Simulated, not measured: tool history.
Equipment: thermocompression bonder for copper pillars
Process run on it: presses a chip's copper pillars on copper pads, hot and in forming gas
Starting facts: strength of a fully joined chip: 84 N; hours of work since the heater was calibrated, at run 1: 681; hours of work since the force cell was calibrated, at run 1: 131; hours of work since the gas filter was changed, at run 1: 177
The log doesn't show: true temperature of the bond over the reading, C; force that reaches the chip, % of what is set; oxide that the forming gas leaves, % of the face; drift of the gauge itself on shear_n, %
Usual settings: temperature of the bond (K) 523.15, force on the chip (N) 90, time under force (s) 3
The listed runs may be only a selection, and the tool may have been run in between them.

| run | hour | temperature of the bond (K) | force on the chip (N) | time under force (s) | hours of work since the heater was calibrated | hours of work since the force cell was calibrated | hours of work since the gas filter was changed | force that shears a chip off (N) |
|---|---|---|---|---|---|---|---|---|
| 1 | 0.0 | 523.15 | 90 | 3 | 681 | 131 | 177 | 53.0 |
|  | 24.4 | forming gas filter changed |
| 2 | 50.9 | 549.15 | 90 | 3 | 706 | 156 | 13 | 71.4 |
| 3 | 91.8 | 549.15 | 56 | 3 | 726 | 176 | 33 | 51.4 |
| 4 | 116.7 | 523.15 | 90 | 8 | 738 | 188 | 45 | 68.6 |
| 5 | 148.0 | 523.15 | 90 | 8 | 754 | 204 | 61 | 68.3 |
| 6 | 185.8 | 523.15 | 90 | 3 | 772 | 222 | 79 | 54.0 |
| 7 | 216.2 | 523.15 | 90 | 9 | 787 | 237 | 94 | 69.4 |
| 8 | 262.7 | 523.15 | 90 | 3 | 810 | 260 | 117 | 53.1 |
| 9 | 296.2 | 523.15 | 90 | 3 | 827 | 277 | 134 | 53.6 |
| 10 | 345.0 | 523.15 | 90 | 3 | 851 | 301 | 158 | 51.6 |
| 11 | 393.9 | 546.15 | 90 | 3 | 875 | 325 | 182 | 62.6 |
|  | 404.5 | forming gas filter changed |
|  | 439.4 | heater calibrated with a thermocouple chip |
| 12 | 446.5 | 546.15 | 90 | 3 | 4 | 349 | 20 | 71.6 |
| 13 | 491.6 | 546.15 | 81 | 4 | 26 | 372 | 42 | 69.1 |
| 14 | 512.8 | 500.15 | 81 | 4 | 36 | 382 | 52 | 43.5 |
| 15 | 534.4 | 500.15 | 81 | 2 | 47 | 393 | 63 | 33.6 |
| 16 | 578.1 | 500.15 | 81 | 2 | 68 | 414 | 85 | 32.1 |
| 17 | 620.0 | 520.15 | 63 | 8 | 89 | 435 | 105 | 54.4 |
| 18 | 672.3 | 520.15 | 63 | 8 | 115 | 461 | 131 | 51.1 |
| 19 | 693.4 | 507.15 | 70 | 4 | 125 | 471 | 141 | 39.1 |
| 20 | 721.9 | 520.15 | 130 | 7 | 139 | 485 | 155 | 71.5 |
| 21 | 759.4 | 537.15 | 125 | 7 | 158 | 503 | 174 | 74.2 |
|  | 788.8 | forming gas filter changed |
| 22 | 808.4 | 495.15 | 99 | 3 | 181 | 527 | 10 | 45.3 |

4 options for the next run, each taken on its own from the tool as it stands now. Forecast them:
| A | 835.8 | 494.15 | 78 | 2 | 195 | 541 | 23 | ? |
| B | 835.8 | 505.15 | 58 | 6 | 195 | 541 | 23 | ? |
| C | 835.8 | 551.15 | 89 | 3 | 195 | 541 | 23 | ? |
| D | 835.8 | 518.15 | 117 | 8 | 195 | 541 | 23 | ? |

| run | force that shears a chip off (N) |
|---|---|
| A | 28.4 |
| B | 38.1 |
| C | 73.2 |
| D | 75.6 |
Without the tool's hidden state the same runs would have given:
| run | force that shears a chip off (N) |
|---|---|
| A | 30.4 |
| B | 40.4 |
| C | 75.4 |
| D | 77.5 |
